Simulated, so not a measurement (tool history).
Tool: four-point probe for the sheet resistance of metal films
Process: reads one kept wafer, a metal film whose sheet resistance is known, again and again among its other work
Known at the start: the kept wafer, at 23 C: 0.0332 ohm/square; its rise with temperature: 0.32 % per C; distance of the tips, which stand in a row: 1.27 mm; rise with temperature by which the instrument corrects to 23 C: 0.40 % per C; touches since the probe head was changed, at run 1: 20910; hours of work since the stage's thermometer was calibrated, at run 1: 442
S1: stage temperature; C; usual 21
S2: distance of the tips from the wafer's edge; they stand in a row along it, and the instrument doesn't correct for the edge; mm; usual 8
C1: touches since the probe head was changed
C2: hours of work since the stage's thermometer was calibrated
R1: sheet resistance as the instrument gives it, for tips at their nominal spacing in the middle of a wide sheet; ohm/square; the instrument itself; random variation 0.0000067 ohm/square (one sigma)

{"run": 1, "hour": 0.0, "S1": 21, "S2": 8, "C1": 20910, "C2": 442, "R1": 0.033813}
{"run": 2, "hour": 43.0, "S1": 21, "S2": 8, "C1": 21377, "C2": 460, "R1": 0.033808}
{"run": 3, "hour": 114.4, "S1": 20, "S2": 8, "C1": 22151, "C2": 490, "R1": 0.033837}
{"run": 4, "hour": 180.6, "S1": 20, "S2": 8, "C1": 22869, "C2": 517, "R1": 0.033849}
{"run": 5, "hour": 243.6, "S1": 20, "S2": 8, "C1": 23552, "C2": 544, "R1": 0.033834}
{"run": 6, "hour": 302.7, "S1": 20, "S2": 8, "C1": 24194, "C2": 569, "R1": 0.033838}
{"run": 7, "hour": 354.2, "S1": 20, "S2": 25, "C1": 24752, "C2": 590, "R1": 0.033438}
{"run": 8, "hour": 417.4, "S1": 20, "S2": 25, "C1": 25438, "C2": 617, "R1": 0.033448}
{"run": 9, "hour": 452.9, "S1": 20, "S2": 25, "C1": 25822, "C2": 632, "R1": 0.033446}
{"run": 10, "hour": 519.3, "S1": 20, "S2": 25, "C1": 26542, "C2": 660, "R1": 0.033442}
{"run": 11, "hour": 553.0, "S1": 21, "S2": 8, "C1": 26908, "C2": 674, "R1": 0.033808}
{"run": 12, "hour": 623.4, "S1": 21, "S2": 8, "C1": 27672, "C2": 703, "R1": 0.033807}
{"run": 13, "hour": 693.3, "S1": 21, "S2": 26, "C1": 28430, "C2": 733, "R1": 0.033409}
{"run": 14, "hour": 765.1, "S1": 21, "S2": 26, "C1": 29209, "C2": 763, "R1": 0.033406}
{"run": 15, "hour": 810.7, "S1": 21, "S2": 26, "C1": 29704, "C2": 782, "R1": 0.033409}
{"run": 16, "hour": 866.2, "S1": 21, "S2": 26, "C1": 30307, "C2": 806, "R1": 0.033421}
{"run": 17, "hour": 916.0, "S1": 21, "S2": 26, "C1": 30846, "C2": 826, "R1": 0.033412}
{"run": 18, "hour": 975.3, "S1": 21, "S2": 8, "C1": 31490, "C2": 851, "R1": 0.033818}
{"run": 19, "hour": 1048.5, "S1": 21, "S2": 13, "C1": 32284, "C2": 882, "R1": 0.033544}
{"run": 20, "hour": 1094.6, "S1": 21, "S2": 13, "C1": 32784, "C2": 902, "R1": 0.033547}
{"run": 21, "hour": 1161.7, "S1": 21, "S2": 13, "C1": 33512, "C2": 930, "R1": 0.033538}
{"hour": 1165.8, "done": "stage's thermometer calibrated"}
{"run": 22, "hour": 1193.4, "S1": 21, "S2": 8, "C1": 33850, "C2": 12, "R1": 0.033793}
{"run": 23, "hour": 1231.8, "S1": 21, "S2": 41, "C1": 34266, "C2": 28, "R1": 0.03336}
{"hour": 1299.4, "done": "stage's thermometer calibrated, once more"}
{"run": 24, "hour": 1308.6, "S1": 21, "S2": 8, "C1": 35094, "C2": 4, "R1": 0.033856}
{"run": 25, "hour": 1347.4, "S1": 29, "S2": 3, "C1": 35515, "C2": 20, "R1": 0.036093}
{"run": 26, "hour": 1411.6, "S1": 19, "S2": 33, "C1": 36212, "C2": 47, "R1": 0.033473}
{"run": 27, "hour": 1454.6, "S1": 27, "S2": 7, "C1": 36678, "C2": 65, "R1": 0.033833}
{"run": 28, "hour": 1493.0, "S1": 21, "S2": 7, "C1": 37095, "C2": 81, "R1": 0.033989}
{"run": 29, "hour": 1556.9, "S1": 21, "S2": 7, "C1": 37788, "C2": 108, "R1": 0.033999}
{"run": 30, "hour": 1596.2, "S1": 27, "S2": 21, "C1": 38214, "C2": 125, "R1": 0.033323}
{"run": 31, "hour": 1654.4, "S1": 22, "S2": 11, "C1": 38845, "C2": 149, "R1": 0.033629}
{"run": 32, "hour": 1685.7, "S1": 21, "S2": 7, "C1": 39185, "C2": 162, "R1": 0.033998}
{"run": 33, "hour": 1735.7, "S1": 21, "S2": 7, "C1": 39727, "C2": 183, "R1": 0.034007}
{"run": 34, "hour": 1803.5, "S1": 21, "S2": 7, "C1": 40462, "C2": 212, "R1": 0.034003}
{"run": 35, "hour": 1851.7, "S1": 19, "S2": 6, "C1": 40985, "C2": 232, "R1": 0.034262}
{"run": 36, "hour": 1897.2, "S1": 21, "S2": 15, "C1": 41479, "C2": 251, "R1": 0.033534}
{"run": 37, "hour": 1959.8, "S1": 21, "S2": 31, "C1": 42159, "C2": 278, "R1": 0.033449}

Run 38 comes next. What will it give?
{"run": 38, "hour": 2012.5, "S1": 23, "S2": 5, "C1": 42730, "C2": 300, "R1": "?"}

{"run 38": {"R1": 0.03448}}
Without the tool's hidden state the same run would have given R1 0.034312 ohm/square.
